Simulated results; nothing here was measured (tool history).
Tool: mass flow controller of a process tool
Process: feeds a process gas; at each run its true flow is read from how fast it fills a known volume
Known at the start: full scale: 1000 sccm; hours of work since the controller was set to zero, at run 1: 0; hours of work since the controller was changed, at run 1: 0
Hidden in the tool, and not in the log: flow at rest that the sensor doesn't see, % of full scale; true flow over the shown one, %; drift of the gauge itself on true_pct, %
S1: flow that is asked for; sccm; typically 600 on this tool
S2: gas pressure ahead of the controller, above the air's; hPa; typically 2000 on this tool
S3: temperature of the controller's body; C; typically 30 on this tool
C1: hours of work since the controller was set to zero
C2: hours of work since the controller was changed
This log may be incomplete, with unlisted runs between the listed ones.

{"run": 1, "day": 0.0, "S1": 600, "S2": 2000, "S3": 30, "C1": 0, "C2": 0, "true flow (%)": 99.15}
{"run": 2, "day": 3.583, "S1": 600, "S2": 2000, "S3": 30, "C1": 55, "C2": 55, "true flow (%)": 99.0}
{"run": 3, "day": 7.117, "S1": 600, "S2": 2000, "S3": 30, "C1": 109, "C2": 109, "true flow (%)": 99.11}
{"run": 4, "day": 11.312, "S1": 600, "S2": 2000, "S3": 30, "C1": 173, "C2": 173, "true flow (%)": 99.06}
{"run": 5, "day": 15.521, "S1": 600, "S2": 2000, "S3": 30, "C1": 237, "C2": 237, "true flow (%)": 99.02}
{"run": 6, "day": 19.779, "S1": 600, "S2": 2000, "S3": 30, "C1": 303, "C2": 303, "true flow (%)": 99.03}
{"run": 7, "day": 25.012, "S1": 217, "S2": 2000, "S3": 30, "C1": 383, "C2": 383, "true flow (%)": 97.71}
{"run": 8, "day": 29.679, "S1": 217, "S2": 2000, "S3": 30, "C1": 454, "C2": 454, "true flow (%)": 97.53}
{"run": 9, "day": 34.812, "S1": 600, "S2": 2000, "S3": 30, "C1": 532, "C2": 532, "true flow (%)": 98.82}
{"run": 10, "day": 40.979, "S1": 600, "S2": 2000, "S3": 30, "C1": 627, "C2": 627, "true flow (%)": 98.74}
{"run": 11, "day": 47.017, "S1": 600, "S2": 2000, "S3": 30, "C1": 719, "C2": 719, "true flow (%)": 98.74}
{"run": 12, "day": 52.171, "S1": 600, "S2": 2000, "S3": 30, "C1": 798, "C2": 798, "true flow (%)": 98.67}
{"run": 13, "day": 58.354, "S1": 600, "S2": 2000, "S3": 31, "C1": 893, "C2": 893, "true flow (%)": 98.47}
{"run": 14, "day": 64.129, "S1": 600, "S2": 2000, "S3": 30, "C1": 981, "C2": 981, "true flow (%)": 98.42}
{"run": 15, "day": 69.117, "S1": 440, "S2": 2000, "S3": 30, "C1": 1057, "C2": 1057, "true flow (%)": 97.89}
{"run": 16, "day": 72.496, "S1": 226, "S2": 1880, "S3": 30, "C1": 1109, "C2": 1109, "true flow (%)": 96.9}

For run 17, what comes out?
{"run": 17, "day": 75.9, "S1": 196, "S2": 2000, "S3": 39, "C1": 1161, "C2": 1161, "true flow (%)": "?"}

{"run 17": {"true flow (%)": 97.34}}
Had the tool carried no hidden state, the very same run would have given true flow (%) 99.04.
